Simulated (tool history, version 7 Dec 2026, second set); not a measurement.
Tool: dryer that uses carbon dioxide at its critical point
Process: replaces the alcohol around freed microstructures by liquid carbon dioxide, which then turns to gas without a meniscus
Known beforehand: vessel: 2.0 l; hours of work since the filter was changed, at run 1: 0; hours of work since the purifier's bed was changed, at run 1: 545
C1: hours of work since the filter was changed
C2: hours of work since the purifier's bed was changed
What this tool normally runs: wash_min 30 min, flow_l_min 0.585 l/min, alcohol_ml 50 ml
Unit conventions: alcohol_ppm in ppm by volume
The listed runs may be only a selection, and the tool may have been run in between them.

{"run": 1, "hour": 0.0, "wash_min": 30, "flow_l_min": 0.585, "alcohol_ml": 50, "C1": 0, "C2": 545, "alcohol_ppm": 121}
{"run": 2, "hour": 15.0, "wash_min": 30, "flow_l_min": 0.585, "alcohol_ml": 50, "C1": 9, "C2": 554, "alcohol_ppm": 119}
{"run": 3, "hour": 30.9, "wash_min": 24, "flow_l_min": 0.585, "alcohol_ml": 50, "C1": 19, "C2": 564, "alcohol_ppm": 153}
{"run": 4, "hour": 49.7, "wash_min": 21, "flow_l_min": 0.585, "alcohol_ml": 50, "C1": 30, "C2": 575, "alcohol_ppm": 211}
{"run": 5, "hour": 62.1, "wash_min": 21, "flow_l_min": 0.585, "alcohol_ml": 50, "C1": 38, "C2": 583, "alcohol_ppm": 203}
{"run": 6, "hour": 72.5, "wash_min": 21, "flow_l_min": 0.585, "alcohol_ml": 50, "C1": 44, "C2": 589, "alcohol_ppm": 213}
{"run": 7, "hour": 94.3, "wash_min": 24, "flow_l_min": 0.585, "alcohol_ml": 50, "C1": 58, "C2": 603, "alcohol_ppm": 173}
{"run": 8, "hour": 114.3, "wash_min": 24, "flow_l_min": 0.585, "alcohol_ml": 50, "C1": 70, "C2": 615, "alcohol_ppm": 178}
{"run": 9, "hour": 125.3, "wash_min": 24, "flow_l_min": 0.585, "alcohol_ml": 50, "C1": 77, "C2": 622, "alcohol_ppm": 179}
{"run": 10, "hour": 144.5, "wash_min": 30, "flow_l_min": 0.585, "alcohol_ml": 63, "C1": 88, "C2": 633, "alcohol_ppm": 144}
{"run": 11, "hour": 153.9, "wash_min": 30, "flow_l_min": 0.585, "alcohol_ml": 50, "C1": 94, "C2": 639, "alcohol_ppm": 151}
{"run": 12, "hour": 171.9, "wash_min": 30, "flow_l_min": 0.585, "alcohol_ml": 50, "C1": 105, "C2": 650, "alcohol_ppm": 141}
{"run": 13, "hour": 185.9, "wash_min": 30, "flow_l_min": 0.399, "alcohol_ml": 50, "C1": 114, "C2": 659, "alcohol_ppm": 288}
{"run": 14, "hour": 201.1, "wash_min": 30, "flow_l_min": 0.585, "alcohol_ml": 50, "C1": 123, "C2": 668, "alcohol_ppm": 163}
{"run": 15, "hour": 216.4, "wash_min": 30, "flow_l_min": 0.585, "alcohol_ml": 50, "C1": 132, "C2": 677, "alcohol_ppm": 149}
{"run": 16, "hour": 237.8, "wash_min": 30, "flow_l_min": 0.585, "alcohol_ml": 50, "C1": 145, "C2": 690, "alcohol_ppm": 163}
{"run": 17, "hour": 257.2, "wash_min": 30, "flow_l_min": 0.585, "alcohol_ml": 50, "C1": 157, "C2": 702, "alcohol_ppm": 161}
{"run": 18, "hour": 276.4, "wash_min": 30, "flow_l_min": 0.424, "alcohol_ml": 50, "C1": 169, "C2": 714, "alcohol_ppm": 283}
{"run": 19, "hour": 295.3, "wash_min": 30, "flow_l_min": 0.585, "alcohol_ml": 50, "C1": 180, "C2": 725, "alcohol_ppm": 172}
{"run": 20, "hour": 312.0, "wash_min": 30, "flow_l_min": 0.585, "alcohol_ml": 50, "C1": 191, "C2": 736, "alcohol_ppm": 175}
{"run": 21, "hour": 323.2, "wash_min": 30, "flow_l_min": 0.585, "alcohol_ml": 50, "C1": 197, "C2": 742, "alcohol_ppm": 181}
{"run": 22, "hour": 337.9, "wash_min": 30, "flow_l_min": 0.585, "alcohol_ml": 50, "C1": 206, "C2": 751, "alcohol_ppm": 179}
{"run": 23, "hour": 348.1, "wash_min": 30, "flow_l_min": 0.585, "alcohol_ml": 50, "C1": 213, "C2": 758, "alcohol_ppm": 171}
{"hour": 352.7, "done": "inlet filter changed"}
{"run": 24, "hour": 358.9, "wash_min": 30, "flow_l_min": 0.585, "alcohol_ml": 50, "C1": 4, "C2": 764, "alcohol_ppm": 172}
{"run": 25, "hour": 381.1, "wash_min": 30, "flow_l_min": 0.585, "alcohol_ml": 50, "C1": 17, "C2": 777, "alcohol_ppm": 173}
{"run": 26, "hour": 398.3, "wash_min": 43, "flow_l_min": 0.361, "alcohol_ml": 29, "C1": 28, "C2": 788, "alcohol_ppm": 183}
{"run": 27, "hour": 420.2, "wash_min": 43, "flow_l_min": 0.361, "alcohol_ml": 29, "C1": 41, "C2": 801, "alcohol_ppm": 193}
{"run": 28, "hour": 430.9, "wash_min": 43, "flow_l_min": 0.732, "alcohol_ml": 32, "C1": 48, "C2": 808, "alcohol_ppm": 159}
{"run": 29, "hour": 444.0, "wash_min": 30, "flow_l_min": 0.585, "alcohol_ml": 73, "C1": 56, "C2": 816, "alcohol_ppm": 182}
{"run": 30, "hour": 460.0, "wash_min": 30, "flow_l_min": 0.579, "alcohol_ml": 115, "C1": 66, "C2": 825, "alcohol_ppm": 191}
{"run": 31, "hour": 480.9, "wash_min": 30, "flow_l_min": 0.579, "alcohol_ml": 115, "C1": 78, "C2": 838, "alcohol_ppm": 197}
{"run": 32, "hour": 492.6, "wash_min": 43, "flow_l_min": 0.677, "alcohol_ml": 110, "C1": 85, "C2": 845, "alcohol_ppm": 170}
{"run": 33, "hour": 504.6, "wash_min": 41, "flow_l_min": 0.847, "alcohol_ml": 103, "C1": 93, "C2": 853, "alcohol_ppm": 181}
{"run": 34, "hour": 518.7, "wash_min": 41, "flow_l_min": 0.847, "alcohol_ml": 103, "C1": 101, "C2": 861, "alcohol_ppm": 178}
{"run": 35, "hour": 530.6, "wash_min": 32, "flow_l_min": 0.944, "alcohol_ml": 21, "C1": 109, "C2": 869, "alcohol_ppm": 174}
{"run": 36, "hour": 549.2, "wash_min": 32, "flow_l_min": 0.944, "alcohol_ml": 21, "C1": 120, "C2": 880, "alcohol_ppm": 175}
{"run": 37, "hour": 567.4, "wash_min": 26, "flow_l_min": 0.944, "alcohol_ml": 53, "C1": 131, "C2": 891, "alcohol_ppm": 180}
{"run": 38, "hour": 576.8, "wash_min": 26, "flow_l_min": 0.944, "alcohol_ml": 53, "C1": 137, "C2": 897, "alcohol_ppm": 189}
{"run": 39, "hour": 585.9, "wash_min": 26, "flow_l_min": 0.57, "alcohol_ml": 53, "C1": 142, "C2": 902, "alcohol_ppm": 233}
{"run": 40, "hour": 602.7, "wash_min": 30, "flow_l_min": 0.551, "alcohol_ml": 33, "C1": 153, "C2": 913, "alcohol_ppm": 196}
{"run": 41, "hour": 614.1, "wash_min": 30, "flow_l_min": 0.984, "alcohol_ml": 42, "C1": 160, "C2": 920, "alcohol_ppm": 199}
{"run": 42, "hour": 627.9, "wash_min": 39, "flow_l_min": 0.767, "alcohol_ml": 50, "C1": 168, "C2": 928, "alcohol_ppm": 189}
{"run": 43, "hour": 648.4, "wash_min": 39, "flow_l_min": 0.767, "alcohol_ml": 50, "C1": 181, "C2": 941, "alcohol_ppm": 188}
{"run": 44, "hour": 666.6, "wash_min": 24, "flow_l_min": 0.767, "alcohol_ml": 34, "C1": 192, "C2": 952, "alcohol_ppm": 201}
{"run": 45, "hour": 682.9, "wash_min": 24, "flow_l_min": 0.767, "alcohol_ml": 34, "C1": 202, "C2": 962, "alcohol_ppm": 207}
{"run": 46, "hour": 697.0, "wash_min": 30, "flow_l_min": 0.638, "alcohol_ml": 103, "C1": 210, "C2": 970, "alcohol_ppm": 224}
{"hour": 705.0, "done": "inlet filter changed"}
{"run": 47, "hour": 710.8, "wash_min": 34, "flow_l_min": 0.883, "alcohol_ml": 97, "C1": 4, "C2": 978, "alcohol_ppm": 208}
{"hour": 722.7, "done": "purifier's bed changed"}
{"run": 48, "hour": 727.3, "wash_min": 26, "flow_l_min": 0.585, "alcohol_ml": 50, "C1": 12, "C2": 3, "alcohol_ppm": 32}

Below, each run's measurement less what the same run would have read without the hidden state. Both values contain the same run-to-run variation, but the gauge's scatter may not be the same in both:
The tool's hidden condition here consists of: flow that reaches the vessel past the clogged filter, %; alcohol in the recycled carbon dioxide, ppm; drift of the gauge itself on alcohol_ppm, %.
run=1 alcohol_ppm=+112
run=2 alcohol_ppm=+111
run=3 alcohol_ppm=+116
run=4 alcohol_ppm=+123
run=5 alcohol_ppm=+133
run=6 alcohol_ppm=+134
run=7 alcohol_ppm=+134
run=8 alcohol_ppm=+138
run=9 alcohol_ppm=+142
run=10 alcohol_ppm=+132
run=11 alcohol_ppm=+135
run=12 alcohol_ppm=+134
run=13 alcohol_ppm=+186
run=14 alcohol_ppm=+142
run=15 alcohol_ppm=+144
run=16 alcohol_ppm=+148
run=17 alcohol_ppm=+151
run=18 alcohol_ppm=+209
run=19 alcohol_ppm=+158
run=20 alcohol_ppm=+163
run=21 alcohol_ppm=+167
run=22 alcohol_ppm=+167
run=23 alcohol_ppm=+166
run=24 alcohol_ppm=+158
run=25 alcohol_ppm=+160
run=26 alcohol_ppm=+161
run=27 alcohol_ppm=+166
run=28 alcohol_ppm=+159
run=29 alcohol_ppm=+167
run=30 alcohol_ppm=+175
run=31 alcohol_ppm=+177
run=32 alcohol_ppm=+169
run=33 alcohol_ppm=+173
run=34 alcohol_ppm=+171
run=35 alcohol_ppm=+173
run=36 alcohol_ppm=+175
run=37 alcohol_ppm=+180
run=38 alcohol_ppm=+183
run=39 alcohol_ppm=+201
run=40 alcohol_ppm=+193
run=41 alcohol_ppm=+189
run=42 alcohol_ppm=+188
run=43 alcohol_ppm=+185
run=44 alcohol_ppm=+192
run=45 alcohol_ppm=+202
run=46 alcohol_ppm=+212
run=47 alcohol_ppm=+200
run=48 alcohol_ppm=+3
